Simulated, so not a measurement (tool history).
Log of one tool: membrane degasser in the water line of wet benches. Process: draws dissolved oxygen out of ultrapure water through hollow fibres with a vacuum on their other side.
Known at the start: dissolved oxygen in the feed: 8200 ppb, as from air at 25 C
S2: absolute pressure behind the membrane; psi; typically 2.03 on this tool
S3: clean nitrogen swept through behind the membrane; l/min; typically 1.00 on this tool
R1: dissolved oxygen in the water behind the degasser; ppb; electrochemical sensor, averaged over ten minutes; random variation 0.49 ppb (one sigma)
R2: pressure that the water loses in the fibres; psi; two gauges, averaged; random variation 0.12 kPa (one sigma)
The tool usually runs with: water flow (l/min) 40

{"run": 1, "hour": 0.0, "water flow (l/min)": 40, "S2": 2.03, "S3": 1.0, "R1": 814.6, "R2": 5.263}
{"run": 2, "hour": 154.6, "water flow (l/min)": 40, "S2": 2.03, "S3": 1.0, "R1": 816.0, "R2": 5.232}
{"run": 3, "hour": 468.4, "water flow (l/min)": 40, "S2": 2.03, "S3": 1.0, "R1": 815.8, "R2": 5.258}
{"run": 4, "hour": 747.7, "water flow (l/min)": 40, "S2": 2.03, "S3": 1.0, "R1": 816.9, "R2": 5.262}
{"run": 5, "hour": 934.0, "water flow (l/min)": 40, "S2": 2.03, "S3": 1.0, "R1": 815.7, "R2": 5.276}
{"run": 6, "hour": 1233.1, "water flow (l/min)": 40, "S2": 2.03, "S3": 1.0, "R1": 817.4, "R2": 5.279}
{"hour": 1440.9, "done": "vacuum gauge calibrated"}
{"run": 7, "hour": 1533.2, "water flow (l/min)": 40, "S2": 2.03, "S3": 1.0, "R1": 822.5, "R2": 5.281}
{"run": 8, "hour": 1802.4, "water flow (l/min)": 40, "S2": 2.03, "S3": 1.0, "R1": 822.2, "R2": 5.271}
{"run": 9, "hour": 2024.3, "water flow (l/min)": 40, "S2": 2.03, "S3": 1.0, "R1": 823.9, "R2": 5.262}
{"run": 10, "hour": 2203.1, "water flow (l/min)": 40, "S2": 2.03, "S3": 1.0, "R1": 822.5, "R2": 5.287}
{"run": 11, "hour": 2442.8, "water flow (l/min)": 30, "S2": 2.03, "S3": 1.0, "R1": 656.0, "R2": 3.975}
{"run": 12, "hour": 2644.9, "water flow (l/min)": 52, "S2": 2.03, "S3": 1.0, "R1": 1013.9, "R2": 6.915}
{"run": 13, "hour": 2882.1, "water flow (l/min)": 40, "S2": 2.03, "S3": 0.93, "R1": 868.3, "R2": 5.308}
{"hour": 3025.4, "done": "vacuum gauge calibrated, once more"}
{"run": 14, "hour": 3173.4, "water flow (l/min)": 40, "S2": 2.03, "S3": 0.93, "R1": 852.7, "R2": 5.316}
{"run": 15, "hour": 3314.6, "water flow (l/min)": 40, "S2": 4.37, "S3": 0.93, "R1": 1870.5, "R2": 5.285}
{"run": 16, "hour": 3557.0, "water flow (l/min)": 40, "S2": 4.37, "S3": 0.93, "R1": 1869.9, "R2": 5.301}
{"run": 17, "hour": 3886.4, "water flow (l/min)": 40, "S2": 2.03, "S3": 0.54, "R1": 1229.6, "R2": 5.33}
{"hour": 3960.2, "done": "seals of the vacuum lines changed"}
{"run": 18, "hour": 4216.5, "water flow (l/min)": 52, "S2": 1.73, "S3": 0.96, "R1": 852.0, "R2": 6.976}
{"run": 19, "hour": 4480.6, "water flow (l/min)": 35, "S2": 2.58, "S3": 1.02, "R1": 943.1, "R2": 4.715}
{"run": 20, "hour": 4802.7, "water flow (l/min)": 54, "S2": 2.03, "S3": 0.56, "R1": 1474.6, "R2": 7.205}
{"run": 21, "hour": 5059.4, "water flow (l/min)": 54, "S2": 2.03, "S3": 0.56, "R1": 1475.4, "R2": 7.229}
{"run": 22, "hour": 5291.2, "water flow (l/min)": 27, "S2": 4.03, "S3": 1.0, "R1": 1242.5, "R2": 3.636}
{"run": 23, "hour": 5450.6, "water flow (l/min)": 24, "S2": 2.03, "S3": 0.57, "R1": 833.3, "R2": 3.223}
{"run": 24, "hour": 5645.5, "water flow (l/min)": 25, "S2": 2.03, "S3": 1.42, "R1": 414.6, "R2": 3.34}
{"run": 25, "hour": 5891.1, "water flow (l/min)": 25, "S2": 2.03, "S3": 0.41, "R1": 1081.1, "R2": 3.355}
{"run": 26, "hour": 6113.7, "water flow (l/min)": 50, "S2": 2.03, "S3": 1.16, "R1": 878.1, "R2": 6.74}
{"run": 27, "hour": 6342.1, "water flow (l/min)": 32, "S2": 1.81, "S3": 0.85, "R1": 672.0, "R2": 4.311}
{"run": 28, "hour": 6644.1, "water flow (l/min)": 32, "S2": 1.81, "S3": 0.85, "R1": 673.1, "R2": 4.316}
{"run": 29, "hour": 6925.0, "water flow (l/min)": 32, "S2": 1.36, "S3": 0.85, "R1": 462.2, "R2": 4.344}
{"run": 30, "hour": 7076.8, "water flow (l/min)": 32, "S2": 4.09, "S3": 0.85, "R1": 1606.6, "R2": 4.303}
{"run": 31, "hour": 7294.4, "water flow (l/min)": 63, "S2": 1.93, "S3": 0.48, "R1": 1673.5, "R2": 8.528}
{"run": 32, "hour": 7633.3, "water flow (l/min)": 63, "S2": 2.6, "S3": 0.45, "R1": 2331.7, "R2": 8.547}
{"run": 33, "hour": 7782.6, "water flow (l/min)": 38, "S2": 3.22, "S3": 0.8, "R1": 1503.7, "R2": 5.152}

Below, each run's measurement less what the same run would have read without the hidden state. Both values contain the same run-to-run variation, but the gauge's scatter may not be the same in both:
Hidden state at play: membrane still open, %; true pressure behind the membrane over the reading, kPa; air that leaks in behind the membrane, l/min; drift of the gauge itself on oxygen_ppb, %; drift of the gauge itself on loss_of_pressure_kpa, %.
run=1 R1=+8.5 R2=+0.061
run=2 R1=+8.8 R2=+0.064
run=3 R1=+9.2 R2=+0.071
run=4 R1=+9.6 R2=+0.078
run=5 R1=+9.9 R2=+0.084
run=6 R1=+10.3 R2=+0.090
run=7 R1=+15.8 R2=+0.097
run=8 R1=+16.2 R2=+0.104
run=9 R1=+16.6 R2=+0.107
run=10 R1=+16.7 R2=+0.112
run=11 R1=+14.9 R2=+0.088
run=12 R1=+21.1 R2=+0.160
run=13 R1=+18.2 R2=+0.128
run=14 R1=+3.5 R2=+0.135
run=15 R1=+6.2 R2=+0.138
run=16 R1=+6.5 R2=+0.144
run=17 R1=-1.0 R2=+0.151
run=18 R1=+7.9 R2=+0.207
run=19 R1=+3.2 R2=+0.144
run=20 R1=+9.8 R2=+0.232
run=21 R1=+10.2 R2=+0.242
run=22 R1=+3.6 R2=+0.123
run=23 R1=+4.0 R2=+0.113
run=24 R1=+3.0 R2=+0.120
run=25 R1=+4.5 R2=+0.123
run=26 R1=+10.3 R2=+0.257
run=27 R1=+5.8 R2=+0.168
run=28 R1=+6.2 R2=+0.173
run=29 R1=+6.6 R2=+0.180
run=30 R1=+7.2 R2=+0.183
run=31 R1=+17.5 R2=+0.368
run=32 R1=+12.9 R2=+0.380
run=33 R1=+8.6 R2=+0.234
